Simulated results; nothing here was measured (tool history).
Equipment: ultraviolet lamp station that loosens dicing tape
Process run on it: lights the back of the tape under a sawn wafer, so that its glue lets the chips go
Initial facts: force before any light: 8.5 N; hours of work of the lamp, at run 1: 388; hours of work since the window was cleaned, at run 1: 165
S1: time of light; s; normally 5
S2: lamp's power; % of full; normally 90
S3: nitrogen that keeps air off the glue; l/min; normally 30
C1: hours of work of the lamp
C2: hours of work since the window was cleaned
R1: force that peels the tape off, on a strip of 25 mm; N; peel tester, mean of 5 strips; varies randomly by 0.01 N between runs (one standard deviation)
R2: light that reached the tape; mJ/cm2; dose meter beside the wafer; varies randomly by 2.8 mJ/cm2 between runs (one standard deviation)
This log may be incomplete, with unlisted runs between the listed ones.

run 1 day=0 | S1=5 S2=90 S3=30 | C1=388 C2=165 | R1=0.64 R2=330
run 2 day=1.371 | S1=5 S2=90 S3=30 | C1=409 C2=186 | R1=0.637 R2=323
run 3 day=2.471 | S1=5 S2=90 S3=30 | C1=426 C2=204 | R1=0.666 R2=315
run 4 day=3.717 | S1=5 S2=90 S3=30 | C1=445 C2=223 | R1=0.681 R2=319
run 5 day=4.762 | S1=5 S2=90 S3=30 | C1=462 C2=239 | R1=0.732 R2=312
run 6 day=5.758 | S1=5 S2=90 S3=30 | C1=477 C2=255 | R1=0.728 R2=308
run 7 day=6.725 | S1=5 S2=90 S3=30 | C1=492 C2=270 | R1=0.712 R2=309
-- day=7.158 window cleaned of glue's vapour
run 8 day=7.929 | S1=6 S2=90 S3=30 | C1=511 C2=12 | R1=0.406 R2=406
run 9 day=8.646 | S1=6 S2=63 S3=30 | C1=522 C2=23 | R1=0.873 R2=284
run 10 day=9.846 | S1=6 S2=90 S3=30 | C1=541 C2=42 | R1=0.426 R2=394
run 11 day=11.329 | S1=5 S2=90 S3=30 | C1=564 C2=65 | R1=0.643 R2=329
run 12 day=12.833 | S1=5 S2=90 S3=30 | C1=587 C2=88 | R1=0.648 R2=324
run 13 day=14.238 | S1=5 S2=90 S3=30 | C1=609 C2=110 | R1=0.675 R2=317
run 14 day=15.262 | S1=5 S2=90 S3=12 | C1=625 C2=126 | R1=1.465 R2=311
run 15 day=16.271 | S1=5 S2=90 S3=12 | C1=641 C2=142 | R1=1.555 R2=312
run 16 day=17.808 | S1=5 S2=91 S3=30 | C1=665 C2=166 | R1=0.706 R2=306
run 17 day=18.829 | S1=5 S2=91 S3=30 | C1=681 C2=182 | R1=0.714 R2=305
run 18 day=20.05 | S1=5 S2=91 S3=30 | C1=700 C2=201 | R1=0.765 R2=304
run 19 day=20.746 | S1=5 S2=90 S3=32 | C1=710 C2=212 | R1=0.733 R2=300
run 20 day=22.233 | S1=5 S2=90 S3=32 | C1=734 C2=235 | R1=0.755 R2=293
run 21 day=23.312 | S1=5 S2=90 S3=32 | C1=750 C2=252 | R1=0.779 R2=290
run 22 day=24.104 | S1=5 S2=90 S3=48 | C1=763 C2=264 | R1=0.571 R2=286
-- day=24.825 window cleaned of glue's vapour
run 23 day=25.512 | S1=7 S2=90 S3=30 | C1=784 C2=11 | R1=0.347 R2=433
run 24 day=27.029 | S1=7 S2=90 S3=30 | C1=808 C2=34 | R1=0.361 R2=435
run 25 day=27.904 | S1=7 S2=90 S3=30 | C1=822 C2=48 | R1=0.355 R2=429
run 26 day=28.779 | S1=5 S2=70 S3=30 | C1=835 C2=62 | R1=1.197 R2=238
run 27 day=30.267 | S1=5 S2=88 S3=30 | C1=859 C2=85 | R1=0.807 R2=294
run 28 day=31.425 | S1=5 S2=88 S3=30 | C1=877 C2=103 | R1=0.82 R2=286
run 29 day=33.167 | S1=5 S2=65 S3=30 | C1=904 C2=130 | R1=1.477 R2=210
run 30 day=34.696 | S1=5 S2=63 S3=30 | C1=928 C2=154 | R1=1.608 R2=200
run 31 day=36.412 | S1=3 S2=82 S3=25 | C1=954 C2=181 | R1=2.521 R2=148
run 32 day=37.35 | S1=2 S2=61 S3=19 | C1=969 C2=195 | R1=4.851 R2=74
run 33 day=38.1 | S1=9 S2=75 S3=30 | C1=981 C2=207 | R1=0.382 R2=409
run 34 day=39.121 | S1=7 S2=71 S3=46 | C1=997 C2=223 | R1=0.544 R2=293
run 35 day=40.179 | S1=5 S2=98 S3=14 | C1=1013 C2=239 | R1=1.469 R2=293
run 36 day=41.633 | S1=5 S2=76 S3=27 | C1=1036 C2=262 | R1=1.389 R2=227
-- day=42.533 window cleaned of glue's vapour
run 37 day=42.817 | S1=5 S2=80 S3=27 | C1=1054 C2=4 | R1=1.104 R2=252
run 38 day=44.225 | S1=4 S2=99 S3=27 | C1=1076 C2=26 | R1=1.174 R2=248
run 39 day=45.929 | S1=2 S2=83 S3=30 | C1=1102 C2=53 | R1=3.565 R2=102
run 40 day=47.121 | S1=2 S2=83 S3=30 | C1=1121 C2=71 | R1=3.658 R2=103
run 41 day=48.525 | S1=2 S2=83 S3=30 | C1=1143 C2=93 | R1=3.609 R2=98
run 42 day=49.804 | S1=2 S2=83 S3=30 | C1=1163 C2=113 | R1=3.749 R2=100
run 43 day=51.008 | S1=2 S2=83 S3=30 | C1=1181 C2=132 | R1=3.67 R2=97

Each row is a separate what-if for the run after 43, all from the same tool condition, not one after another. Results?
-- day=51.883 lamp changed
run A day=52.571 | S1=10 S2=65 S3=9 | C1=11 C2=156 | R1=? R2=?
-- day=51.883 lamp changed
run B day=52.571 | S1=2 S2=83 S3=23 | C1=11 C2=156 | R1=? R2=?
-- day=51.883 lamp changed
run C day=52.571 | S1=2 S2=95 S3=30 | C1=11 C2=156 | R1=? R2=?
-- day=51.883 lamp changed
run D day=52.571 | S1=5 S2=90 S3=14 | C1=11 C2=156 | R1=? R2=?

run=A R1=0.668 R2=525
run=B R1=3.044 R2=133
run=C R1=2.377 R2=154
run=D R1=0.98 R2=365
With no hidden state in the tool, these same runs would have given:
run=A R1=0.578 R2=561
run=B R1=2.84 R2=143
run=C R1=2.178 R2=164
run=D R1=0.859 R2=391
